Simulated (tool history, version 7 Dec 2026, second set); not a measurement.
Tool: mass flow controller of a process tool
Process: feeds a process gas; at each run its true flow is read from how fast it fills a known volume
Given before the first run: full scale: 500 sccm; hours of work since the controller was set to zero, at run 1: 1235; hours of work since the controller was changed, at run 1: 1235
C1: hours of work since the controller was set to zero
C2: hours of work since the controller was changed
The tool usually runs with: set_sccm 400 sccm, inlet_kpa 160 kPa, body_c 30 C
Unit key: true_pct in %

Run 1, hour 0.0: usual settings; C1 1235; C2 1235. Result: true_pct 100.20 %.
Run 2, hour 75.3: usual settings; C1 1287; C2 1287. Result: true_pct 100.02 %.
Run 3, hour 149.1: usual settings; C1 1337; C2 1337. Result: true_pct 100.13 %.
Run 4, hour 185.9: usual settings; C1 1362; C2 1362. Result: true_pct 100.32 %.
Run 5, hour 226.3: usual settings but body_c 32 C; C1 1390; C2 1390. Result: true_pct 100.29 %.
Run 6, hour 274.7: usual settings but set_sccm 227 sccm; C1 1423; C2 1423. Result: true_pct 99.34 %.
Run 7, hour 346.3: usual settings but set_sccm 227 sccm; C1 1472; C2 1472. Result: true_pct 99.40 %.
Run 8, hour 428.8: usual settings but set_sccm 227 sccm; C1 1529; C2 1529. Result: true_pct 99.26 %.
Run 9, hour 483.8: usual settings but set_sccm 227 sccm; C1 1566; C2 1566. Result: true_pct 99.23 %.
Run 10, hour 536.5: usual settings but set_sccm 51 sccm, inlet_kpa 175 kPa, body_c 26 C; C1 1602; C2 1602. Result: true_pct 99.09 %.
Run 11, hour 584.1: usual settings but set_sccm 264 sccm, body_c 39 C; C1 1635; C2 1635. Result: true_pct 100.08 %.
Run 12, hour 640.0: usual settings but set_sccm 55 sccm, inlet_kpa 163 kPa, body_c 34 C; C1 1673; C2 1673. Result: true_pct 99.72 %.
Run 13, hour 726.2: usual settings but body_c 20 C; C1 1732; C2 1732. Result: true_pct 99.68 %.
Run 14, hour 773.5: usual settings but set_sccm 65 sccm, body_c 31 C; C1 1764; C2 1764. Result: true_pct 99.36 %.
Run 15, hour 857.7: usual settings but set_sccm 65 sccm, body_c 31 C; C1 1822; C2 1822. Result: true_pct 99.52 %.
Run 16, hour 907.0: usual settings but set_sccm 65 sccm, body_c 31 C; C1 1855; C2 1855. Result: true_pct 99.45 %.
Run 17, hour 952.5: usual settings but set_sccm 379 sccm, inlet_kpa 181 kPa, body_c 31 C; C1 1887; C2 1887. Result: true_pct 100.33 %.

Below are 4 alternative next runs, each starting from the tool's condition after run 17. Predict each:
Run A, hour 1010.0: usual settings but set_sccm 151 sccm; C1 1926; C2 1926. Result: true_pct ?.
Run B, hour 1010.0: usual settings but set_sccm 139 sccm, inlet_kpa 191 kPa, body_c 31 C; C1 1926; C2 1926. Result: true_pct ?.
Run C, hour 1010.0: usual settings but set_sccm 275 sccm, inlet_kpa 181 kPa, body_c 31 C; C1 1926; C2 1926. Result: true_pct ?.
Run D, hour 1010.0: usual settings but inlet_kpa 162 kPa, body_c 32 C; C1 1926; C2 1926. Result: true_pct ?.

run  true_pct
  A     99.17
  B     99.23
  C     99.80
  D    100.59
With the hidden condition removed and each run's random variation left untouched, the same runs would have given:
run  true_pct
  A     98.09
  B     98.10
  C     98.99
  D     99.89
